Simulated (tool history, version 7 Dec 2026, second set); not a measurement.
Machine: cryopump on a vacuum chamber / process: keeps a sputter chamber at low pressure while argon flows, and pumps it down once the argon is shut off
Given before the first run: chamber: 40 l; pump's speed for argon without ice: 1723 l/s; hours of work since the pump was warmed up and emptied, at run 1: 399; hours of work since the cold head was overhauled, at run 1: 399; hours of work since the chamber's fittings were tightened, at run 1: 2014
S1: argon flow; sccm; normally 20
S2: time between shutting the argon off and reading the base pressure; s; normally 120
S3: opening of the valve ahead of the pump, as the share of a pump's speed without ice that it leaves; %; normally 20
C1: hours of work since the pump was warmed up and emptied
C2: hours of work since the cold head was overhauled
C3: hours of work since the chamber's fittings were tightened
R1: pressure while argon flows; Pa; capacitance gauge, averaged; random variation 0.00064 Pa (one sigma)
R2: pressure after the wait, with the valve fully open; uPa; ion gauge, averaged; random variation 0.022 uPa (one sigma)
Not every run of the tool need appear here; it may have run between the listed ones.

| run | hour | S1 | S2 | S3 | C1 | C2 | C3 | R1 | R2 |
|---|---|---|---|---|---|---|---|---|---|
| 1 | 0.0 | 20 | 120 | 20 | 399 | 399 | 2014 | 0.1015 | 0.88 |
| 2 | 13.3 | 20 | 120 | 20 | 406 | 406 | 2021 | 0.1005 | 0.83 |
| 3 | 24.8 | 20 | 112 | 20 | 412 | 412 | 2027 | 0.1016 | 0.88 |
| 4 | 49.5 | 20 | 112 | 20 | 425 | 425 | 2040 | 0.1019 | 0.93 |
| 5 | 72.4 | 20 | 112 | 20 | 437 | 437 | 2052 | 0.1010 | 0.91 |
| 6 | 85.9 | 20 | 112 | 20 | 444 | 444 | 2059 | 0.1016 | 0.91 |
| 7 | 110.3 | 20 | 120 | 20 | 457 | 457 | 2072 | 0.1015 | 0.84 |
| 8 | 124.0 | 10 | 120 | 20 | 465 | 465 | 2079 | 0.0502 | 0.83 |
| 9 | 144.5 | 10 | 120 | 20 | 475 | 475 | 2090 | 0.0499 | 0.86 |
| 10 | 157.7 | 10 | 120 | 20 | 482 | 482 | 2097 | 0.0512 | 0.88 |
| 11 | 174.8 | 10 | 120 | 20 | 491 | 491 | 2106 | 0.0509 | 0.90 |
| 12 | 189.4 | 10 | 120 | 20 | 499 | 499 | 2114 | 0.0495 | 0.85 |
| 13 | 200.5 | 20 | 120 | 20 | 505 | 505 | 2120 | 0.1016 | 0.87 |
| 14 | 217.0 | 20 | 120 | 20 | 514 | 514 | 2128 | 0.1021 | 0.86 |
| 15 | 239.4 | 20 | 120 | 20 | 526 | 526 | 2140 | 0.1017 | 0.88 |
| 16 | 263.7 | 20 | 120 | 20 | 538 | 538 | 2153 | 0.1042 | 0.89 |
| 17 | 282.3 | 9 | 120 | 20 | 548 | 548 | 2163 | 0.0464 | 0.91 |
| 18 | 303.0 | 18 | 120 | 18 | 559 | 559 | 2174 | 0.1023 | 0.91 |
| 19 | 324.6 | 32 | 40 | 25 | 571 | 571 | 2185 | 0.1324 | 1.71 |
| 20 | 335.2 | 24 | 69 | 42 | 576 | 576 | 2191 | 0.0608 | 1.21 |
| 21 | 354.0 | 20 | 120 | 46 | 586 | 586 | 2201 | 0.0471 | 0.91 |
| 22 | 369.1 | 20 | 120 | 46 | 594 | 594 | 2209 | 0.0466 | 0.92 |
| 23 | 383.7 | 30 | 120 | 46 | 602 | 602 | 2217 | 0.0705 | 0.90 |
| 24 | 396.4 | 35 | 119 | 48 | 609 | 609 | 2223 | 0.0792 | 0.92 |
| 25 | 420.5 | 20 | 120 | 16 | 621 | 621 | 2236 | 0.1273 | 0.89 |
| 26 | 439.5 | 20 | 120 | 16 | 631 | 631 | 2246 | 0.1267 | 0.90 |
| 27 | 455.3 | 37 | 45 | 21 | 640 | 640 | 2254 | 0.1818 | 1.60 |
| 28 | 467.0 | 12 | 24 | 18 | 646 | 646 | 2261 | 0.0689 | 2.59 |
| 29 | 492.2 | 11 | 120 | 33 | 659 | 659 | 2274 | 0.0363 | 0.87 |
| 30 | 509.6 | 11 | 120 | 33 | 669 | 669 | 2283 | 0.0352 | 0.92 |
| 31 | 533.6 | 32 | 21 | 56 | 681 | 681 | 2296 | 0.0648 | 2.85 |
| 32 | 549.8 | 9 | 44 | 42 | 690 | 690 | 2304 | 0.0235 | 1.66 |
| 33 | 564.0 | 16 | 59 | 34 | 697 | 697 | 2312 | 0.0504 | 1.33 |
| 34 | 585.2 | 11 | 132 | 50 | 708 | 708 | 2323 | 0.0243 | 0.89 |

Predict each of these 4 candidate next runs independently; none follows another, all start after run 34:
| A | 597.2 | 19 | 286 | 41 | 715 | 715 | 2329 | ? | ? |
| B | 597.2 | 28 | 120 | 20 | 715 | 715 | 2329 | ? | ? |
| C | 597.2 | 22 | 63 | 20 | 715 | 715 | 2329 | ? | ? |
| D | 597.2 | 36 | 108 | 55 | 715 | 715 | 2329 | ? | ? |

| run | R1 | R2 |
|---|---|---|
| A | 0.0504 | 0.71 |
| B | 0.1450 | 0.93 |
| C | 0.1147 | 1.32 |
| D | 0.0752 | 1.04 |
What these runs would have given with no unlogged condition in the tool:
| run | R1 | R2 |
|---|---|---|
| A | 0.0452 | 0.35 |
| B | 0.1373 | 0.57 |
| C | 0.1086 | 0.95 |
| D | 0.0652 | 0.67 |

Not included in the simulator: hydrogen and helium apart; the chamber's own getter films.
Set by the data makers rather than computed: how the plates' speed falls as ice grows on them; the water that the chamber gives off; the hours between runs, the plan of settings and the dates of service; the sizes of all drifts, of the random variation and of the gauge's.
